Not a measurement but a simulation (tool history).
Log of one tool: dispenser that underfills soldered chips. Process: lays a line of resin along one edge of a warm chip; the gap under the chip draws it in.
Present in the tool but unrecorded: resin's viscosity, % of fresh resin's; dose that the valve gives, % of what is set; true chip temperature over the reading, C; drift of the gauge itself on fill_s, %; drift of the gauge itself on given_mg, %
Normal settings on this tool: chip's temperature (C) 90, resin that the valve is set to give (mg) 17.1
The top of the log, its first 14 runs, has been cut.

run	day	chip's temperature (C)	resin that the valve is set to give (mg)	hours of work since the syringe was changed	hours of work since the valve was cleaned	hours of work since the stage was calibrated	time until the resin shows at the far edge (s)	resin that the valve gave (mg)
# day 6.933: new syringe of resin
15	7.138	90	17.1	3	20	312	81.4	16.78
16	7.554	90	17.1	9	26	318	120.9	16.76
# day 7.596: new syringe of resin
17	8.042	90	17.1	7	33	325	103	16.59
# day 8.271: new syringe of resin
18	8.546	101	17.1	4	40	333	68.1	16.42
# day 8.925: new syringe of resin
19	9.083	101	17.1	2	48	340	59.4	16.36
# day 9.583: new syringe of resin
20	9.617	101	17.1	0	56	348	52.8	16.35
21	10.008	101	17.1	6	62	354	76.1	16.33
# day 10.283: new syringe of resin
22	10.408	101	17.1	2	67	360	56.7	16.39
# day 10.942: new syringe of resin
23	10.992	90	14.7	1	76	368	75.7	13.66
24	11.304	92	16.1	5	80	373	90.8	15.08
# day 11.604: new syringe of resin
25	11.971	92	16.1	5	90	382	93.4	15.01
# day 12.267: new syringe of resin
26	12.275	103	17.1	0	94	387	48.8	15.83
27	12.758	76	17.1	7	102	394	160.4	15.88
# day 12.975: new syringe of resin
28	13.142	89	15.3	3	107	400	84.8	14.1
# day 13.642: new syringe of resin
29	13.796	100	16.8	2	117	409	62.3	15.22
# day 14.321: new syringe of resin
30	14.342	100	16.8	0	125	417	54.5	15.18
31	14.888	100	16.8	8	133	425	91.8	15.18
# day 15.033: new syringe of resin
# day 15.121: dispensing valve cleaned and set on the balance
32	15.4	83	17.2	5	4	432	107.1	17.22
# day 15.729: new syringe of resin
33	15.729	99	19.1	0	9	437	50.4	19
34	16.154	100	16.7	6	15	443	77.6	16.46
# day 16.404: new syringe of resin
35	16.862	100	16.7	7	26	453	79.3	16.31
# day 17.1: new syringe of resin
36	17.254	100	16.7	2	31	459	59.6	16.37

3 ways to go on from here, each from the tool as it stands after run 36. What would each give?
A	17.688	104	19.5	9	38	465	?	?
B	17.688	98	18.9	9	38	465	?	?
C	17.688	99	20.3	9	38	465	?	?

run	time until the resin shows at the far edge (s)	resin that the valve gave (mg)
A	80.4	18.92
B	94.1	18.34
C	88.1	19.7
With the hidden condition removed and each run's random variation left untouched, the same runs would have given:
run	time until the resin shows at the far edge (s)	resin that the valve gave (mg)
A	49.1	19.51
B	57.3	18.91
C	53.4	20.32
